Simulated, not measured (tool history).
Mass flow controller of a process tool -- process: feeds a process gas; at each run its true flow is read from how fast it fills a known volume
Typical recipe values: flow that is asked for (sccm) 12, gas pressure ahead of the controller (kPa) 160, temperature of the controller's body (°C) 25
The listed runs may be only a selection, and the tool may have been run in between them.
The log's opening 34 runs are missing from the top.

| run | hour | flow that is asked for (sccm) | gas pressure ahead of the controller (kPa) | temperature of the controller's body (°C) | true flow (%) |
|---|---|---|---|---|---|
| 35 | 3389.4 | 3 | 144 | 25 | 99.96 |
| 36 | 3488.6 | 3 | 224 | 38 | 100.01 |
| 37 | 3586.3 | 5 | 160 | 37 | 99.10 |
| 38 | 3720.3 | 19 | 160 | 22 | 99.43 |
| 39 | 3839.6 | 12 | 142 | 22 | 99.31 |
| 40 | 3948.3 | 12 | 142 | 22 | 99.38 |
| 41 | 4063.9 | 12 | 142 | 22 | 99.47 |
| 42 | 4132.4 | 12 | 166 | 30 | 99.12 |
| 43 | 4253.5 | 12 | 166 | 30 | 99.21 |
| 44 | 4359.0 | 12 | 173 | 30 | 99.25 |
| 45 | 4460.3 | 17 | 261 | 25 | 100.09 |
| 46 | 4575.1 | 17 | 261 | 28 | 99.90 |
| 47 | 4652.0 | 17 | 261 | 28 | 99.88 |
| 48 | 4771.9 | 11 | 224 | 26 | 99.72 |
| 49 | 4835.1 | 11 | 224 | 26 | 99.75 |
| 50 | 4923.7 | 11 | 224 | 26 | 99.78 |

Here are 3 independent what-if runs from the current tool condition. What would each one return?
| A | 4986.8 | 18 | 229 | 26 | ? |
| B | 4986.8 | 13 | 237 | 36 | ? |
| C | 4986.8 | 12 | 162 | 25 | ? |

| run | true flow (%) |
|---|---|
| A | 99.81 |
| B | 99.43 |
| C | 99.30 |
Take away the tool's hidden state, keep each run's random variation, and the runs would have read:
| run | true flow (%) |
|---|---|
| A | 100.13 |
| B | 99.63 |
| C | 99.47 |
